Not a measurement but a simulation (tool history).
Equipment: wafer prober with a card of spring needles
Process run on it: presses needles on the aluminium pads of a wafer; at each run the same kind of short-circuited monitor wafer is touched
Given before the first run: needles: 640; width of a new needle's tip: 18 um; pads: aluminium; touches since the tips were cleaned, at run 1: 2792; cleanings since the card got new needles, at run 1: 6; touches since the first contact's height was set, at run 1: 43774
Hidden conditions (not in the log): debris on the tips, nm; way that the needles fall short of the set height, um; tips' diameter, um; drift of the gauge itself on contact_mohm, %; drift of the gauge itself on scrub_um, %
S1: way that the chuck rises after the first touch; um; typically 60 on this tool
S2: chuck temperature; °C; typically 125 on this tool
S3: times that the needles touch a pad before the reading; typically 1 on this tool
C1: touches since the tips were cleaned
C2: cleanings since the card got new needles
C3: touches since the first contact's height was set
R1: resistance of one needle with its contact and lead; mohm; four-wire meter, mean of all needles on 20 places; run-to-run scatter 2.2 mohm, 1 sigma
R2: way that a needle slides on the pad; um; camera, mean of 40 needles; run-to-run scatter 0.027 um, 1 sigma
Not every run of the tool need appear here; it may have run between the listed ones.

Run 1, hour 0: usual settings; C1 2792; C2 6; C3 43774. Result: R1 255 mohm, R2 7.6 um.
Run 2, hour 17.4: usual settings; C1 6005; C2 6; C3 46987. Result: R1 265 mohm, R2 7.55 um.
At hour 21.6: tips cleaned on abrasive film.
Run 3, hour 37.5: usual settings; C1 2956; C2 7; C3 50703. Result: R1 257 mohm, R2 7.58 um.
Run 4, hour 55.4: usual settings but S1 44 um; C1 6256; C2 7; C3 54003. Result: R1 289 mohm, R2 5.52 um.
At hour 57.9: tips cleaned on abrasive film.
Run 5, hour 66.4: usual settings but S1 44 um; C1 1571; C2 8; C3 56021. Result: R1 265 mohm, R2 5.51 um.
Run 6, hour 78: usual settings but S1 44 um; C1 3720; C2 8; C3 58170. Result: R1 279 mohm, R2 5.53 um.
At hour 93.9: tips cleaned on abrasive film.
Run 7, hour 101.5: usual settings; C1 1407; C2 9; C3 62498. Result: R1 248 mohm, R2 7.5 um.
Run 8, hour 124.2: usual settings but S1 55 um; C1 5604; C2 9; C3 66695. Result: R1 270 mohm, R2 6.95 um.
At hour 129.7: tips cleaned on abrasive film.
Run 9, hour 135.9: usual settings but S1 55 um; C1 1135; C2 10; C3 68838. Result: R1 252 mohm, R2 6.86 um.
Run 10, hour 157.1: usual settings but S3 2; C1 5067; C2 10; C3 72770. Result: R1 255 mohm, R2 7.51 um.
At hour 166.7: tips cleaned on abrasive film.
Run 11, hour 169.9: usual settings but S3 2; C1 587; C2 11; C3 75118. Result: R1 246 mohm, R2 7.53 um.
Run 12, hour 189.6: usual settings but S3 2; C1 4226; C2 11; C3 78757. Result: R1 257 mohm, R2 7.53 um.
At hour 202.5: tips cleaned on abrasive film.
Run 13, hour 207.3: usual settings but S3 2; C1 902; C2 12; C3 82030. Result: R1 246 mohm, R2 7.53 um.
At hour 209.7: height of the first contact set anew.
Run 14, hour 220.6: usual settings but S3 2; C1 3300; C2 12; C3 2014. Result: R1 252 mohm, R2 7.45 um.
At hour 239: tips cleaned on abrasive film.
Run 15, hour 242.1: usual settings but S3 2; C1 584; C2 13; C3 5977. Result: R1 245 mohm, R2 7.43 um.
Run 16, hour 258.3: usual settings but S3 2; C1 3582; C2 13; C3 8975. Result: R1 255 mohm, R2 7.43 um.
At hour 274.6: tips cleaned on abrasive film.
Run 17, hour 279.3: usual settings but S3 2; C1 878; C2 14; C3 12842. Result: R1 246 mohm, R2 7.38 um.
At hour 285.4: height of the first contact set anew, once more.
Run 18, hour 296: usual settings but S2 34 °C; C1 3903; C2 14; C3 1952. Result: R1 243 mohm, R2 7.58 um.
Run 19, hour 306.8: usual settings but S2 34 °C; C1 5914; C2 14; C3 3963. Result: R1 245 mohm, R2 7.66 um.
At hour 311.1: tips cleaned on abrasive film.
Run 20, hour 319.3: usual settings but S2 30 °C; C1 1512; C2 15; C3 6251. Result: R1 227 mohm, R2 7.61 um.
Run 21, hour 340.2: usual settings but S1 59 um, S2 30 °C; C1 5376; C2 15; C3 10115. Result: R1 249 mohm, R2 7.48 um.
At hour 347.9: tips cleaned on abrasive film.
Run 22, hour 356.8: usual settings but S1 55 um, S2 27 °C, S3 2; C1 1652; C2 16; C3 13171. Result: R1 227 mohm, R2 6.95 um.
Run 23, hour 379.3: usual settings but S1 72 um; C1 5816; C2 16; C3 17335. Result: R1 255 mohm, R2 9.15 um.
At hour 385.1: tips cleaned on abrasive film.
Run 24, hour 389.2: usual settings but S1 66 um, S2 79 °C, S3 2; C1 762; C2 17; C3 19152. Result: R1 231 mohm, R2 8.4 um.
Run 25, hour 405.6: usual settings but S2 30 °C; C1 3795; C2 17; C3 22185. Result: R1 240 mohm, R2 7.62 um.
Run 26, hour 415.2: usual settings but S2 30 °C; C1 5569; C2 17; C3 23959. Result: R1 245 mohm, R2 7.62 um.
At hour 421.4: tips cleaned on abrasive film.
Run 27, hour 437.4: usual settings but S1 74 um, S2 34 °C; C1 2951; C2 18; C3 28047. Result: R1 234 mohm, R2 9.39 um.
Run 28, hour 456.9: usual settings but S2 72 °C; C1 6554; C2 18; C3 31650. Result: R1 260 mohm, R2 7.6 um.
At hour 458.1: tips cleaned on abrasive film.
Run 29, hour 472.5: usual settings but S1 43 um, S2 52 °C, S3 2; C1 2668; C2 19; C3 34526. Result: R1 247 mohm, R2 5.45 um.
Run 30, hour 490.6: usual settings but S1 53 um, S2 63 °C, S3 2; C1 6019; C2 19; C3 37877. Result: R1 251 mohm, R2 6.65 um.
At hour 495: tips cleaned on abrasive film.
Run 31, hour 500.4: usual settings but S2 94 °C; C1 1006; C2 20; C3 39677. Result: R1 241 mohm, R2 7.57 um.

Consider 4 possible next runs. They are alternatives, not a sequence: every one starts from the tool as it was left by run 31. What does each give?
Run A, hour 517.1: usual settings but S1 55 um, S2 27 °C; C1 4085; C2 20; C3 42756. Result: R1 ?, R2 ?.
Run B, hour 517.1: usual settings but S1 44 um, S2 58 °C; C1 4085; C2 20; C3 42756. Result: R1 ?, R2 ?.
Run C, hour 517.1: usual settings but S1 50 um, S3 3; C1 4085; C2 20; C3 42756. Result: R1 ?, R2 ?.
Run D, hour 517.1: usual settings but S1 54 um, S2 107 °C; C1 4085; C2 20; C3 42756. Result: R1 ?, R2 ?.

run   R1    R2
  A  247  6.91
  B  275  5.55
  C  256  6.29
  D  265  6.83
What these runs would have given with no unlogged condition in the tool:
run   R1    R2
  A  218  6.98
  B  233  5.62
  C  245  6.36
  D  239   6.9
